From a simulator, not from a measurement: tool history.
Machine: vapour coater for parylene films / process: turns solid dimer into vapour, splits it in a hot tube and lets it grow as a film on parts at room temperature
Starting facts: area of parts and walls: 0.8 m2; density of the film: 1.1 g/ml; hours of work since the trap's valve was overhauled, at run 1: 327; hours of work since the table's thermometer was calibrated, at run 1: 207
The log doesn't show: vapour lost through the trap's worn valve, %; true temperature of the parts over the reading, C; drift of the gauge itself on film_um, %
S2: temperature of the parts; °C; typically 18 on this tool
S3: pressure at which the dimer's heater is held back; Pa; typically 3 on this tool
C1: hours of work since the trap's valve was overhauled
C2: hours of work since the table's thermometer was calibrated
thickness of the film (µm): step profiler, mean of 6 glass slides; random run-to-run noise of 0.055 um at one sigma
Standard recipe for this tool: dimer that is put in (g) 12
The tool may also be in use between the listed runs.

run 1 hour=0 | dimer_that_is_put_in_(g)=12 S2=18 S3=3 | C1=327 C2=207 | thickness_of_the_film_(µm)=6.14
run 2 hour=8.3 | dimer_that_is_put_in_(g)=12 S2=18 S3=3 | C1=334 C2=214 | thickness_of_the_film_(µm)=6.18
run 3 hour=19.3 | dimer_that_is_put_in_(g)=12 S2=18 S3=3 | C1=344 C2=223 | thickness_of_the_film_(µm)=6.1
run 4 hour=31.2 | dimer_that_is_put_in_(g)=12 S2=18 S3=3.68 | C1=354 C2=234 | thickness_of_the_film_(µm)=5.97
run 5 hour=45.4 | dimer_that_is_put_in_(g)=12 S2=18 S3=3.68 | C1=366 C2=246 | thickness_of_the_film_(µm)=5.97
run 6 hour=55.9 | dimer_that_is_put_in_(g)=12 S2=18 S3=3.68 | C1=375 C2=255 | thickness_of_the_film_(µm)=5.87
run 7 hour=63.4 | dimer_that_is_put_in_(g)=12 S2=18 S3=6.09 | C1=382 C2=262 | thickness_of_the_film_(µm)=5.58
run 8 hour=77.7 | dimer_that_is_put_in_(g)=12 S2=18 S3=6.09 | C1=394 C2=274 | thickness_of_the_film_(µm)=5.61
run 9 hour=91.5 | dimer_that_is_put_in_(g)=9 S2=18 S3=6.09 | C1=406 C2=286 | thickness_of_the_film_(µm)=4.11
run 10 hour=100.1 | dimer_that_is_put_in_(g)=9 S2=18 S3=6.09 | C1=413 C2=293 | thickness_of_the_film_(µm)=4.13
run 11 hour=112.7 | dimer_that_is_put_in_(g)=12 S2=26 S3=3 | C1=424 C2=304 | thickness_of_the_film_(µm)=4.53
run 12 hour=128.8 | dimer_that_is_put_in_(g)=6 S2=24 S3=3 | C1=438 C2=318 | thickness_of_the_film_(µm)=2.37
run 13 hour=141.2 | dimer_that_is_put_in_(g)=6 S2=24 S3=3 | C1=449 C2=329 | thickness_of_the_film_(µm)=2.39
-- hour=143.4 table's thermometer calibrated
-- hour=157.9 trap's valve overhauled
run 14 hour=159.6 | dimer_that_is_put_in_(g)=6 S2=24 S3=4.69 | C1=1 C2=10 | thickness_of_the_film_(µm)=2.55
run 15 hour=168.3 | dimer_that_is_put_in_(g)=18 S2=11 S3=2.83 | C1=9 C2=18 | thickness_of_the_film_(µm)=12.85
run 16 hour=176 | dimer_that_is_put_in_(g)=18 S2=11 S3=2.83 | C1=16 C2=25 | thickness_of_the_film_(µm)=12.98
run 17 hour=187.8 | dimer_that_is_put_in_(g)=12 S2=29 S3=2.52 | C1=26 C2=35 | thickness_of_the_film_(µm)=4.71
run 18 hour=195 | dimer_that_is_put_in_(g)=8 S2=27 S3=2.78 | C1=32 C2=41 | thickness_of_the_film_(µm)=3.35
-- hour=207.5 table's thermometer calibrated, once more
run 19 hour=209.8 | dimer_that_is_put_in_(g)=8 S2=27 S3=2.78 | C1=44 C2=2 | thickness_of_the_film_(µm)=3.35
run 20 hour=227.1 | dimer_that_is_put_in_(g)=5 S2=18 S3=7.76 | C1=59 C2=17 | thickness_of_the_film_(µm)=2.49
run 21 hour=240.6 | dimer_that_is_put_in_(g)=21 S2=11 S3=3 | C1=70 C2=29 | thickness_of_the_film_(µm)=14.46
run 22 hour=256.3 | dimer_that_is_put_in_(g)=7 S2=11 S3=2.65 | C1=84 C2=42 | thickness_of_the_film_(µm)=4.96

Measured minus without-hidden-state, run by run (identical run-to-run variation in each term; gauge scatter may differ):
run=1 thickness_of_the_film_(µm)=-0.68
run=2 thickness_of_the_film_(µm)=-0.71
run=3 thickness_of_the_film_(µm)=-0.72
run=4 thickness_of_the_film_(µm)=-0.72
run=5 thickness_of_the_film_(µm)=-0.76
run=6 thickness_of_the_film_(µm)=-0.76
run=7 thickness_of_the_film_(µm)=-0.75
run=8 thickness_of_the_film_(µm)=-0.77
run=9 thickness_of_the_film_(µm)=-0.59
run=10 thickness_of_the_film_(µm)=-0.6
run=11 thickness_of_the_film_(µm)=-0.68
run=12 thickness_of_the_film_(µm)=-0.38
run=13 thickness_of_the_film_(µm)=-0.38
run=14 thickness_of_the_film_(µm)=-0.03
run=15 thickness_of_the_film_(µm)=-0.16
run=16 thickness_of_the_film_(µm)=-0.19
run=17 thickness_of_the_film_(µm)=-0.09
run=18 thickness_of_the_film_(µm)=-0.07
run=19 thickness_of_the_film_(µm)=-0.07
run=20 thickness_of_the_film_(µm)=-0.06
run=21 thickness_of_the_film_(µm)=-0.44
run=22 thickness_of_the_film_(µm)=-0.17
